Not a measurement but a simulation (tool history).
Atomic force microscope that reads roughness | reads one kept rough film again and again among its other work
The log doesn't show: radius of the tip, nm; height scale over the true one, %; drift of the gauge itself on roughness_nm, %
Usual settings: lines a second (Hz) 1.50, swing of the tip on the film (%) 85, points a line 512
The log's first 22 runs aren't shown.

| run | hour | lines a second (Hz) | swing of the tip on the film (%) | points a line | pictures with this tip | hours of work since the height scale was calibrated | roughness of the kept film (nm (root mean square)) |
|---|---|---|---|---|---|---|---|
| 23 | 408.2 | 0.65 | 89 | 424 | 34 | 361 | 4.455 |
| 24 | 428.8 | 1.50 | 77 | 507 | 69 | 371 | 4.230 |
|  | 438.6 | new tip fitted |
| 25 | 444.2 | 0.79 | 85 | 315 | 9 | 378 | 4.586 |
| 26 | 460.8 | 0.79 | 72 | 350 | 38 | 387 | 4.644 |
| 27 | 481.9 | 3.13 | 84 | 350 | 74 | 397 | 3.378 |
|  | 489.5 | new tip fitted |
| 28 | 506.7 | 3.13 | 84 | 350 | 29 | 410 | 3.496 |
| 29 | 526.0 | 1.20 | 82 | 640 | 62 | 419 | 4.178 |
| 30 | 537.9 | 1.20 | 82 | 640 | 82 | 425 | 4.087 |
|  | 539.7 | new tip fitted |
| 31 | 552.4 | 1.20 | 82 | 640 | 21 | 432 | 4.392 |
| 32 | 567.3 | 2.63 | 82 | 640 | 47 | 440 | 3.717 |
| 33 | 578.6 | 2.63 | 82 | 640 | 66 | 446 | 3.657 |
|  | 589.4 | new tip fitted |
| 34 | 594.6 | 3.32 | 85 | 512 | 8 | 453 | 3.467 |
| 35 | 610.7 | 2.28 | 65 | 285 | 36 | 462 | 4.468 |
| 36 | 625.7 | 1.26 | 65 | 285 | 61 | 469 | 4.541 |
|  | 640.1 | new tip fitted |
| 37 | 645.8 | 1.26 | 65 | 285 | 10 | 479 | 4.723 |
| 38 | 667.6 | 3.10 | 85 | 777 | 47 | 490 | 3.381 |
|  | 690.8 | new tip fitted |
| 39 | 691.5 | 3.10 | 85 | 777 | 1 | 502 | 3.571 |
| 40 | 703.2 | 3.10 | 85 | 777 | 21 | 508 | 3.510 |

Forecast each of these 5 alternatives for the next run:
| A | 720.5 | 1.50 | 85 | 662 | 51 | 516 | ? |
| B | 720.5 | 1.82 | 85 | 777 | 51 | 516 | ? |
| C | 720.5 | 0.93 | 74 | 371 | 51 | 516 | ? |
| D | 720.5 | 1.50 | 68 | 464 | 51 | 516 | ? |
| E | 720.5 | 3.32 | 85 | 512 | 51 | 516 | ? |

| run | roughness of the kept film (nm (root mean square)) |
|---|---|
| A | 4.012 |
| B | 3.898 |
| C | 4.524 |
| D | 4.475 |
| E | 3.343 |
Without the tool's hidden state the same runs would have given:
| run | roughness of the kept film (nm (root mean square)) |
|---|---|
| A | 4.255 |
| B | 4.133 |
| C | 4.797 |
| D | 4.745 |
| E | 3.545 |
